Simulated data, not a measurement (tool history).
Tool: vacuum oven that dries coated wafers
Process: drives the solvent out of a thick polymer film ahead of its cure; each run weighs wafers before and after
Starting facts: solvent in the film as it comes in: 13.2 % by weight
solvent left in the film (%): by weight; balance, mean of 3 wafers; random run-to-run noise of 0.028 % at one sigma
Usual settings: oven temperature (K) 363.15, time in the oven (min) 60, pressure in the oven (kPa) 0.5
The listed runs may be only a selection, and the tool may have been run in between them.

| run | hour | oven temperature (K) | time in the oven (min) | pressure in the oven (kPa) | solvent left in the film (%) |
|---|---|---|---|---|---|
| 1 | 0 | 363.15 | 60 | 0.5 | 3.2 |
| 2 | 29 | 363.15 | 60 | 0.601 | 3.2 |
| 3 | 64.1 | 363.15 | 60 | 0.601 | 3.2 |
| 4 | 101.1 | 363.15 | 60 | 0.5 | 3.12 |
| 5 | 125.8 | 363.15 | 60 | 0.538 | 3.19 |
| 6 | 158.5 | 363.15 | 60 | 0.538 | 3.12 |
| 7 | 190.5 | 363.15 | 60 | 0.538 | 3.15 |
| 8 | 240.3 | 363.15 | 60 | 0.538 | 3.16 |
| 9 | 268.8 | 363.15 | 60 | 0.538 | 3.09 |
| 10 | 315.2 | 363.15 | 60 | 0.538 | 3.1 |
| 11 | 335.8 | 363.15 | 60 | 0.538 | 3.13 |
| 12 | 369.4 | 363.15 | 60 | 0.471 | 3.12 |
| 13 | 389.8 | 363.15 | 53 | 0.471 | 3.58 |
| 14 | 439.8 | 363.15 | 60 | 0.5 | 3.14 |
| 15 | 478.3 | 363.15 | 60 | 0.5 | 3.1 |
| 16 | 513 | 363.15 | 60 | 0.5 | 3.08 |
| 17 | 557.6 | 363.15 | 60 | 0.5 | 3.09 |
| 18 | 590.9 | 363.15 | 60 | 1.975 | 3.62 |
| 19 | 620.9 | 363.15 | 62 | 0.5 | 3.04 |
| 20 | 659.3 | 365.15 | 60 | 0.5 | 2.83 |
| 21 | 690.7 | 363.15 | 66 | 0.5 | 2.75 |
| 22 | 723.4 | 363.15 | 32 | 0.5 | 5.48 |
| 23 | 743.5 | 363.15 | 60 | 0.5 | 3.13 |
| 24 | 768.4 | 368.15 | 62 | 0.287 | 2.25 |
| 25 | 815.2 | 373.15 | 62 | 1.407 | 1.91 |
| 26 | 835.8 | 363.15 | 75 | 0.5 | 2.33 |
| 27 | 867.2 | 377.15 | 34 | 0.461 | 3.14 |
| 28 | 897.5 | 357.15 | 54 | 0.423 | 4.42 |
| 29 | 945.5 | 357.15 | 54 | 0.423 | 4.39 |
| 30 | 969.2 | 357.15 | 77 | 0.594 | 3.14 |
| 31 | 1007 | 357.15 | 35 | 1.954 | 6.54 |
| 32 | 1044.1 | 368.15 | 35 | 0.377 | 4.36 |
| 33 | 1084.1 | 348.15 | 60 | 0.5 | 5.5 |
| 34 | 1128.9 | 363.15 | 60 | 0.574 | 3.07 |
| 35 | 1161.1 | 363.15 | 55 | 0.574 | 3.42 |
| 36 | 1204 | 363.15 | 55 | 0.574 | 3.43 |
|  | 1223.4 | vacuum gauge cleaned of residue and calibrated |
| 37 | 1255 | 363.15 | 40 | 1.435 | 4.72 |
| 38 | 1299.8 | 363.15 | 40 | 1.435 | 4.74 |
| 39 | 1332.1 | 363.15 | 60 | 1.225 | 3.16 |
| 40 | 1381.6 | 363.15 | 60 | 1.225 | 3.16 |
| 41 | 1425.8 | 364.15 | 41 | 0.285 | 4.13 |
| 42 | 1449.4 | 364.15 | 41 | 0.285 | 4.11 |
| 43 | 1486.4 | 365.15 | 57 | 0.5 | 2.78 |
| 44 | 1523.2 | 364.15 | 30 | 1.991 | 5.74 |
| 45 | 1572.1 | 363.15 | 49 | 0.307 | 3.58 |
| 46 | 1603.9 | 363.15 | 94 | 1.473 | 1.85 |

Difference, measured minus no-hidden-state, one row per run. Run-to-run variation is common to both terms; the gauge's own scatter need not be:
Hidden conditions of the tool in this case: true wafer temperature over the reading, C; true pressure over the reading, kPa; drift of the gauge itself on solvent_pct, %.
| run | solvent left in the film (%) |
|---|---|
| 1 | +0.03 |
| 2 | +0.02 |
| 3 | +0.01 |
| 4 | +0.01 |
| 5 | +0.01 |
| 6 | +0.01 |
| 7 | +0.01 |
| 8 | +0.01 |
| 9 | +0 |
| 10 | +0 |
| 11 | -0.01 |
| 12 | -0.01 |
| 13 | -0.01 |
| 14 | -0.01 |
| 15 | -0.01 |
| 16 | -0.02 |
| 17 | -0.01 |
| 18 | -0.03 |
| 19 | -0.02 |
| 20 | -0.03 |
| 21 | -0.02 |
| 22 | -0.06 |
| 23 | -0.03 |
| 24 | -0.03 |
| 25 | -0.03 |
| 26 | -0.02 |
| 27 | -0.09 |
| 28 | -0.05 |
| 29 | -0.05 |
| 30 | -0.02 |
| 31 | -0.07 |
| 32 | -0.1 |
| 33 | -0.02 |
| 34 | -0.06 |
| 35 | -0.08 |
| 36 | -0.08 |
| 37 | -0.27 |
| 38 | -0.26 |
| 39 | -0.26 |
| 40 | -0.27 |
| 41 | -0.27 |
| 42 | -0.27 |
| 43 | -0.26 |
| 44 | -0.28 |
| 45 | -0.28 |
| 46 | -0.21 |
